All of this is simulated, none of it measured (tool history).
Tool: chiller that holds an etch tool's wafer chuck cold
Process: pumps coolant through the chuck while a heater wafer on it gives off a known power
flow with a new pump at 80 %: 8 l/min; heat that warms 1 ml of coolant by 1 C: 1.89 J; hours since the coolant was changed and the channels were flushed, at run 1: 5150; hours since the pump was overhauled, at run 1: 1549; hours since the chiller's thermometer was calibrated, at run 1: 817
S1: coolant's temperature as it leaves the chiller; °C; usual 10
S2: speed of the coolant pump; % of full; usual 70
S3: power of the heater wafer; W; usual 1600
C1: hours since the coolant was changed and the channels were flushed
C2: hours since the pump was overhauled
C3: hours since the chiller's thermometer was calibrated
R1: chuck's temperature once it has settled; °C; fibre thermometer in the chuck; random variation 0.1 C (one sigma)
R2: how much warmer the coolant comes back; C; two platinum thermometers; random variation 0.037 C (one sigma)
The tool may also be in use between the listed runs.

Run 1, hour 0: usual settings; C1 5150; C2 1549; C3 817. Result: R1 36.2 °C, R2 7.5 C.
Run 2, hour 43.1: usual settings; C1 5193; C2 1593; C3 860. Result: R1 36.3 °C, R2 7.5 C.
Run 3, hour 72.9: usual settings; C1 5223; C2 1622; C3 890. Result: R1 36.3 °C, R2 7.52 C.
Run 4, hour 124: usual settings but S1 20 °C; C1 5274; C2 1673; C3 941. Result: R1 46.3 °C, R2 7.57 C.
Run 5, hour 147.9: usual settings but S1 20 °C; C1 5298; C2 1697; C3 965. Result: R1 46.4 °C, R2 7.55 C.
Run 6, hour 180.1: usual settings but S1 20 °C; C1 5330; C2 1730; C3 997. Result: R1 46.3 °C, R2 7.57 C.
Run 7, hour 233: usual settings but S1 20 °C; C1 5383; C2 1782; C3 1050. Result: R1 46.6 °C, R2 7.49 C.
Run 8, hour 280: usual settings but S2 91 % of full; C1 5430; C2 1830; C3 1097. Result: R1 30.7 °C, R2 5.71 C.
Run 9, hour 309.7: usual settings; C1 5460; C2 1859; C3 1126. Result: R1 36.6 °C, R2 7.58 C.
At hour 323.6: coolant changed, channels flushed.
Run 10, hour 354.5: usual settings; C1 31; C2 1898; C3 1165. Result: R1 33.1 °C, R2 7.49 C.
Run 11, hour 411.1: usual settings; C1 88; C2 1955; C3 1222. Result: R1 33.2 °C, R2 7.58 C.
Run 12, hour 436.6: usual settings; C1 113; C2 1980; C3 1247. Result: R1 33.3 °C, R2 7.59 C.
Run 13, hour 467.9: usual settings; C1 144; C2 2011; C3 1279. Result: R1 33.3 °C, R2 7.59 C.
Run 14, hour 498.3: usual settings; C1 175; C2 2042; C3 1309. Result: R1 33.3 °C, R2 7.55 C.
Run 15, hour 549.6: usual settings; C1 226; C2 2093; C3 1360. Result: R1 33.4 °C, R2 7.63 C.
Run 16, hour 588.9: usual settings; C1 265; C2 2132; C3 1400. Result: R1 33.4 °C, R2 7.61 C.
Run 17, hour 629: usual settings but S2 88 % of full; C1 305; C2 2173; C3 1440. Result: R1 28.8 °C, R2 5.95 C.

The next listed run, before its measurement:
Run 18, hour 658.3: usual settings but S2 88 % of full; C1 335; C2 2202; C3 1469. Result: R1 ?, R2 ?.

{"run 18": {"R1": 28.9, "R2": 5.92}}
Without the tool's hidden state the same run would have given R1 28.3 °C, R2 5.72 C.

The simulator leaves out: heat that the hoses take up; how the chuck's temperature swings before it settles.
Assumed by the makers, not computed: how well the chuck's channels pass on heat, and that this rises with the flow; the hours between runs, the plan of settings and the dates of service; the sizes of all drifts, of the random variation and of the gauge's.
